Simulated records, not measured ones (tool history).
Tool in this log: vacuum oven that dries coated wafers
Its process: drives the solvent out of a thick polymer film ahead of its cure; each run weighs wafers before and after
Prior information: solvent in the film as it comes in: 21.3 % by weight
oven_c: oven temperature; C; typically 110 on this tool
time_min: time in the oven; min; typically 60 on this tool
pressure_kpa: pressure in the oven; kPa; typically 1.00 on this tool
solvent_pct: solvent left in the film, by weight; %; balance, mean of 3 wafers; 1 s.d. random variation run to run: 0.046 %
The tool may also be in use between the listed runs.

run    hour  oven_c  time_min  pressure_kpa  solvent_pct
  1     0.0     110        60          1.00         2.35
  2    65.0     110        60          1.00         2.35
  3   126.4     110        60          1.00         2.35
  4   201.1     110        60          1.00         2.38
  5   305.3     110        60          1.00         2.29
  6   379.6     110        48          1.00         3.27
  7   456.3     110        40          1.00         4.13
  8   539.0     110        40          0.64         3.90
  9   640.1     110        56          1.00         2.51
 10   726.7     110        60          1.00         2.37
 11   818.8     110        60          1.00         2.37
 12   908.3     110        60          1.00         2.33
      980.1  -- oven's thermocouples calibrated
 13   993.5     110        60          1.00         2.45
 14  1105.6     102        45          3.50         7.59
 15  1189.5     118        60          1.66         1.65
 16  1250.5     118        60          1.66         1.64
 17  1309.5     119        54          1.00         1.45
 18  1409.4     101       102          1.00         2.46
 19  1499.4     101       102          1.00         2.44
 20  1573.3     101       102          1.00         2.52
 21  1681.9     101       102          1.00         2.49
 22  1731.8     102        81          3.19         4.73
 23  1814.4     102        81          1.10         3.04
 24  1872.3     104        66          1.00         3.30
 25  1939.7     104        66          1.00         3.22

Here are 3 independent what-if runs from the current tool condition. What would each one return?
  A  2022.1     104        54          1.00            ?
  B  2022.1      99        51          1.55            ?
  C  2022.1     103        57          3.75            ?

run  solvent_pct
  A         4.24
  B         6.34
  C         6.23
Without the tool's unlogged condition, the same runs would have read:
run  solvent_pct
  A         4.08
  B         6.20
  C         6.11

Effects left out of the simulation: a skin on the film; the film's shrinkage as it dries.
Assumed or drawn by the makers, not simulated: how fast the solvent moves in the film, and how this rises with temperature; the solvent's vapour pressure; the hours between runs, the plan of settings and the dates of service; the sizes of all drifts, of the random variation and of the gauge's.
